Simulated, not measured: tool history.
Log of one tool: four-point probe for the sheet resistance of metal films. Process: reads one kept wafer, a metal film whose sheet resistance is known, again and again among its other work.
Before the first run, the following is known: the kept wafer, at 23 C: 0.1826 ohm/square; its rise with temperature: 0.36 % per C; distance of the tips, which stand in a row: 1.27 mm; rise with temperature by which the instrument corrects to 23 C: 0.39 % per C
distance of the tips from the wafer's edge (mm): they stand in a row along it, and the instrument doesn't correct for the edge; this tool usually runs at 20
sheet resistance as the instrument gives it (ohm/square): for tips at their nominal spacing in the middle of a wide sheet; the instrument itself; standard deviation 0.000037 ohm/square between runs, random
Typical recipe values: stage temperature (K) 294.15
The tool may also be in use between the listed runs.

run   hour  stage temperature (K)  distance of the tips from the wafer's edge (mm)  sheet resistance as the instrument gives it (ohm/square)
  1      0                 294.15                                               20                                                  0.183973
  2   42.4                 308.15                                               20                                                  0.183518
  3   74.3                 308.15                                                5                                                  0.189365
  4  110.9                 308.15                                                5                                                  0.189331
     114.2  -- stage's thermometer calibrated
  5  143.8                 308.15                                                5                                                  0.189326
  6  188.2                 294.15                                                6                                                  0.188143
  7  222.5                 294.15                                                6                                                  0.188195
  8  265.3                 303.15                                               49                                                    0.1836
  9  291.8                 298.15                                               32                                                  0.183926
 10  318.8                 306.15                                               27                                                  0.183676
 11  363.4                 291.15                                               27                                                  0.184459
 12  386.2                 292.15                                               20                                                   0.18467

Measured less the same run without the tool's hidden state. The same run-to-run variation is in both; the gauge's scatter may not be:
Hidden conditions of the tool in this case: inner tips' distance over the nominal, %; tips' flats over new ones', %; wafer's true temperature over the reading, C; drift of the gauge itself on sheet_ohm, %.
run  sheet resistance as the instrument gives it (ohm/square)
  1                                                 +0.000916
  2                                                 +0.000975
  3                                                 +0.001045
  4                                                 +0.001098
  5                                                 +0.001098
  6                                                 +0.001149
  7                                                 +0.001196
  8                                                  +0.00124
  9                                                 +0.001277
 10                                                 +0.001319
 11                                                  +0.00138
 12                                                 +0.001415
